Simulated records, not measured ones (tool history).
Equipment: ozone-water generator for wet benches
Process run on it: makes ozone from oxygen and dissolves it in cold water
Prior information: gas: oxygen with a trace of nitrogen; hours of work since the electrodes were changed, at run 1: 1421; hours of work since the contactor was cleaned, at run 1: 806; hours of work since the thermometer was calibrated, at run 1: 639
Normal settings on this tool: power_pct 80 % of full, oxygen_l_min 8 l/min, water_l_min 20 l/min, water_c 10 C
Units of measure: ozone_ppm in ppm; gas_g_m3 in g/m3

run   hour  power_pct  oxygen_l_min  water_l_min  water_c  hours of work since the electrodes were changed  hours of work since the contactor was cleaned  hours of work since the thermometer was calibrated  ozone_ppm  gas_g_m3
  1      0         80             8           20       10                                             1421                                            806                                                 639       30.8     224.9
  2   24.4         80             8           20       10                                             1438                                            823                                                 655       30.4     226.6
  3     50         80             8           16       10                                             1455                                            840                                                 673       35.3     222.3
      53.8  -- water thermometer calibrated
  4   68.3         80             8           16       10                                             1467                                            852                                                  10       35.4     226.2
  5   87.1         80             8           16       10                                             1480                                            865                                                  23       35.1       227
  6  128.8         80          5.08           20       10                                             1509                                            893                                                  51       27.3     260.7

Estimate the outcome of run 7 from the log above:
  7  147.6         80          6.19           20       10                                             1521                                            906                                                  64          ?         ?

{"run 7": {"ozone_ppm": 28.7, "gas_g_m3": 246.9}}
Were there no unlogged condition in the tool, this run, its random variation unchanged, would have produced ozone_ppm 32.9 ppm, gas_g_m3 273.4 g/m3.
